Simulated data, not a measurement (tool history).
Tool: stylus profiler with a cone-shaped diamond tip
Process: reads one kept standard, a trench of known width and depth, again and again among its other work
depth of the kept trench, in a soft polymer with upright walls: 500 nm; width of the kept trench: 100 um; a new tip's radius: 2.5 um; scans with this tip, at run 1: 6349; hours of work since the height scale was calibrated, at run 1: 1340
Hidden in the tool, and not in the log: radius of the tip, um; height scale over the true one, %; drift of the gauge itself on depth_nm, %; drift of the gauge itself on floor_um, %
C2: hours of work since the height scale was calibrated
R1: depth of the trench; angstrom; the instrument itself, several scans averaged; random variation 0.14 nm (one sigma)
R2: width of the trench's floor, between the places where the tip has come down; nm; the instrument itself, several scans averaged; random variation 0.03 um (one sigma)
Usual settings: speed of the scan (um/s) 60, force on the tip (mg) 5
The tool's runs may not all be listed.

run 1 day=0 | speed_of_the_scan_(um/s)=60 force_on_the_tip_(mg)=5 | scans_with_this_tip=6349 C2=1340 | R1=5146 R2=96190
run 2 day=2.571 | speed_of_the_scan_(um/s)=60 force_on_the_tip_(mg)=5 | scans_with_this_tip=6476 C2=1367 | R1=5144.9 R2=96110
run 3 day=4.875 | speed_of_the_scan_(um/s)=45 force_on_the_tip_(mg)=5 | scans_with_this_tip=6590 C2=1391 | R1=5145.1 R2=96160
run 4 day=6.321 | speed_of_the_scan_(um/s)=45 force_on_the_tip_(mg)=5 | scans_with_this_tip=6662 C2=1407 | R1=5146.1 R2=96100
run 5 day=9.329 | speed_of_the_scan_(um/s)=45 force_on_the_tip_(mg)=5 | scans_with_this_tip=6811 C2=1438 | R1=5143.7 R2=96150
run 6 day=10.85 | speed_of_the_scan_(um/s)=51 force_on_the_tip_(mg)=5 | scans_with_this_tip=6886 C2=1454 | R1=5147 R2=96120
run 7 day=12.808 | speed_of_the_scan_(um/s)=60 force_on_the_tip_(mg)=11.14 | scans_with_this_tip=6983 C2=1474 | R1=5235.2 R2=96180
run 8 day=14.671 | speed_of_the_scan_(um/s)=17 force_on_the_tip_(mg)=11.14 | scans_with_this_tip=7075 C2=1494 | R1=5233.8 R2=96190
run 9 day=16.462 | speed_of_the_scan_(um/s)=17 force_on_the_tip_(mg)=11.14 | scans_with_this_tip=7164 C2=1513 | R1=5231 R2=96130
run 10 day=18.183 | speed_of_the_scan_(um/s)=123 force_on_the_tip_(mg)=5 | scans_with_this_tip=7250 C2=1531 | R1=5145.7 R2=95990
run 11 day=20.617 | speed_of_the_scan_(um/s)=123 force_on_the_tip_(mg)=5 | scans_with_this_tip=7370 C2=1556 | R1=5148.6 R2=95950
run 12 day=22.271 | speed_of_the_scan_(um/s)=123 force_on_the_tip_(mg)=5 | scans_with_this_tip=7452 C2=1573 | R1=5150.4 R2=95940
run 13 day=25.292 | speed_of_the_scan_(um/s)=123 force_on_the_tip_(mg)=5 | scans_with_this_tip=7602 C2=1605 | R1=5149.8 R2=95990
run 14 day=27.179 | speed_of_the_scan_(um/s)=123 force_on_the_tip_(mg)=4.64 | scans_with_this_tip=7695 C2=1625 | R1=5146.1 R2=95940
run 15 day=29.992 | speed_of_the_scan_(um/s)=123 force_on_the_tip_(mg)=4.64 | scans_with_this_tip=7834 C2=1654 | R1=5146.4 R2=95870
run 16 day=31.512 | speed_of_the_scan_(um/s)=123 force_on_the_tip_(mg)=4.64 | scans_with_this_tip=7910 C2=1670 | R1=5144.9 R2=95870
-- day=32.004 height scale calibrated on a step standard
run 17 day=33.296 | speed_of_the_scan_(um/s)=123 force_on_the_tip_(mg)=4.64 | scans_with_this_tip=7997 C2=14 | R1=5110.5 R2=95910
run 18 day=36.179 | speed_of_the_scan_(um/s)=60 force_on_the_tip_(mg)=2.47 | scans_with_this_tip=8140 C2=44 | R1=5074 R2=95930
run 19 day=37.854 | speed_of_the_scan_(um/s)=60 force_on_the_tip_(mg)=2.47 | scans_with_this_tip=8223 C2=61 | R1=5073.7 R2=95920
run 20 day=40.212 | speed_of_the_scan_(um/s)=60 force_on_the_tip_(mg)=2.47 | scans_with_this_tip=8340 C2=86 | R1=5076.8 R2=95900
run 21 day=43.133 | speed_of_the_scan_(um/s)=60 force_on_the_tip_(mg)=2.47 | scans_with_this_tip=8484 C2=116 | R1=5075.1 R2=95920
run 22 day=45.225 | speed_of_the_scan_(um/s)=60 force_on_the_tip_(mg)=2.47 | scans_with_this_tip=8588 C2=138 | R1=5078.5 R2=95880
run 23 day=46.583 | speed_of_the_scan_(um/s)=60 force_on_the_tip_(mg)=2.47 | scans_with_this_tip=8655 C2=152 | R1=5077.3 R2=95830
run 24 day=48.479 | speed_of_the_scan_(um/s)=60 force_on_the_tip_(mg)=2.47 | scans_with_this_tip=8749 C2=172 | R1=5073.8 R2=95850
run 25 day=50.592 | speed_of_the_scan_(um/s)=119 force_on_the_tip_(mg)=5 | scans_with_this_tip=8854 C2=194 | R1=5122.1 R2=95800
run 26 day=52.008 | speed_of_the_scan_(um/s)=81 force_on_the_tip_(mg)=3.08 | scans_with_this_tip=8924 C2=209 | R1=5086.7 R2=95780
run 27 day=54.821 | speed_of_the_scan_(um/s)=50 force_on_the_tip_(mg)=2.31 | scans_with_this_tip=9063 C2=239 | R1=5076.8 R2=95870
run 28 day=57.296 | speed_of_the_scan_(um/s)=230 force_on_the_tip_(mg)=13.45 | scans_with_this_tip=9186 C2=265 | R1=5236.3 R2=95740
run 29 day=59.496 | speed_of_the_scan_(um/s)=230 force_on_the_tip_(mg)=13.45 | scans_with_this_tip=9295 C2=288 | R1=5238.2 R2=95710
run 30 day=60.9 | speed_of_the_scan_(um/s)=230 force_on_the_tip_(mg)=13.45 | scans_with_this_tip=9364 C2=302 | R1=5239.1 R2=95760
run 31 day=62.3 | speed_of_the_scan_(um/s)=230 force_on_the_tip_(mg)=13.45 | scans_with_this_tip=9434 C2=317 | R1=5238.7 R2=95700
run 32 day=65.138 | speed_of_the_scan_(um/s)=157 force_on_the_tip_(mg)=7.17 | scans_with_this_tip=9574 C2=347 | R1=5156.9 R2=95770
run 33 day=67.483 | speed_of_the_scan_(um/s)=157 force_on_the_tip_(mg)=7.17 | scans_with_this_tip=9691 C2=371 | R1=5158.8 R2=95740
run 34 day=69.042 | speed_of_the_scan_(um/s)=157 force_on_the_tip_(mg)=7.17 | scans_with_this_tip=9768 C2=387 | R1=5159 R2=95640
run 35 day=72.008 | speed_of_the_scan_(um/s)=84 force_on_the_tip_(mg)=10.42 | scans_with_this_tip=9915 C2=418 | R1=5204 R2=95810

Forecast run 36:
run 36 day=75 | speed_of_the_scan_(um/s)=42 force_on_the_tip_(mg)=8.31 | scans_with_this_tip=10063 C2=450 | R1=? R2=?

{"run 36": {"R1": 5175.2, "R2": 95820}}
Without the tool's hidden state the same run would have given R1 5166.7 angstrom, R2 96940 nm.

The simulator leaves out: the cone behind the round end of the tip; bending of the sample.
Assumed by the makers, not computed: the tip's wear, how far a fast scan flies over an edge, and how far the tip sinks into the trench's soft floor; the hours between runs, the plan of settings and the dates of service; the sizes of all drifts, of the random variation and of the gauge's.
